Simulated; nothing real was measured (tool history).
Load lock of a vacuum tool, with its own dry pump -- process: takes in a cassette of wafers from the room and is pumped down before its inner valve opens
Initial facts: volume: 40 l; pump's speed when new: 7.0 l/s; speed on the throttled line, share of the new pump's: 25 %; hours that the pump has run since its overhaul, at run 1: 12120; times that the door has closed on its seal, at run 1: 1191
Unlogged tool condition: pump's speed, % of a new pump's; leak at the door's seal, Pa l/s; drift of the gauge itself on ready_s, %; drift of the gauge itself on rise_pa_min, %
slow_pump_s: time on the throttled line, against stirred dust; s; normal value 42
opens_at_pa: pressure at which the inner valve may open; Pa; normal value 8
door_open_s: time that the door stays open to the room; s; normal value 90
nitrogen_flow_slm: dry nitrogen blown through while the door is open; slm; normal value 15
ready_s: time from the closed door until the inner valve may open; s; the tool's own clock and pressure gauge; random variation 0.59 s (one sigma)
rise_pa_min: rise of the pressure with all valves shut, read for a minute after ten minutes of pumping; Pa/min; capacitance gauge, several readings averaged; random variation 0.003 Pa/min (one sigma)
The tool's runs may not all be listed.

run,hour,slow_pump_s,opens_at_pa,door_open_s,nitrogen_flow_slm,hours that the pump has run since its overhaul,times that the door has closed on its seal,"incoming humidity of the room's air, %",ready_s,rise_pa_min
1,0.0,42,8,90,15,12120,1191,44.7,96.7,0.024
2,67.3,42,8,90,15,12188,1260,43.5,96.7,0.020
3,153.0,42,8,90,15,12273,1348,45.8,95.8,0.025
4,235.8,42,8,90,15,12356,1432,43.9,96.0,0.019
5,297.8,42,8,30,15,12418,1496,44.6,97.0,0.018
6,402.4,42,8,30,15,12523,1603,42.9,95.8,0.019
7,465.1,42,8,90,15,12586,1667,44.6,96.9,0.025
8,570.1,42,8,90,15,12691,1775,43.9,98.4,0.023
9,625.0,42,8,90,15,12745,1831,44.6,97.0,0.030
10,707.2,42,8,90,15,12828,1915,44.5,97.8,0.026
11,773.9,42,8,90,15,12894,1983,45.8,98.3,0.026
12,847.3,36,8,56,15,12968,2058,41.3,93.0,0.020
13,933.0,36,8,56,15,13054,2146,44.1,94.4,0.029
14,1005.6,39,12,90,15,13126,2220,44.9,91.8,0.031
15,1100.8,39,12,90,15,13221,2318,46.0,92.0,0.026
16,1192.4,42,8,90,32,13313,2411,47.0,97.8,0.020
17,1260.4,42,8,90,32,13381,2481,42.5,98.5,0.020
18,1318.8,42,8,90,32,13439,2541,44.1,96.3,0.025
19,1412.2,42,8,90,32,13533,2636,45.2,97.8,0.022
20,1513.4,42,9,103,15,13634,2740,44.8,97.8,0.028
21,1612.7,42,9,103,15,13733,2841,45.5,97.1,0.031
22,1680.4,32,8,55,37,13801,2911,44.6,91.6,0.017

Below, some changes in ready_s between adjacent runs. For each, the amount present without the hidden state too (settings, incoming material, random variation) and the amount remaining for the hidden state with gauge scatter not shared by both compared results:
Run 13 -> 14: slow_pump_s 36 -> 39, opens_at_pa 8 -> 12, door_open_s 56 -> 90. ready_s -2.6 s: hidden state -0.9, all else -1.7.
Run 15 -> 16: slow_pump_s 39 -> 42, opens_at_pa 12 -> 8, nitrogen_flow_slm 15 -> 32. ready_s +5.8 s: hidden state +0.8, all else +5.0.
Run 21 -> 22: slow_pump_s 42 -> 32, opens_at_pa 9 -> 8, door_open_s 103 -> 55, nitrogen_flow_slm 15 -> 37. ready_s -5.5 s: hidden state +1.0, all else -6.5.
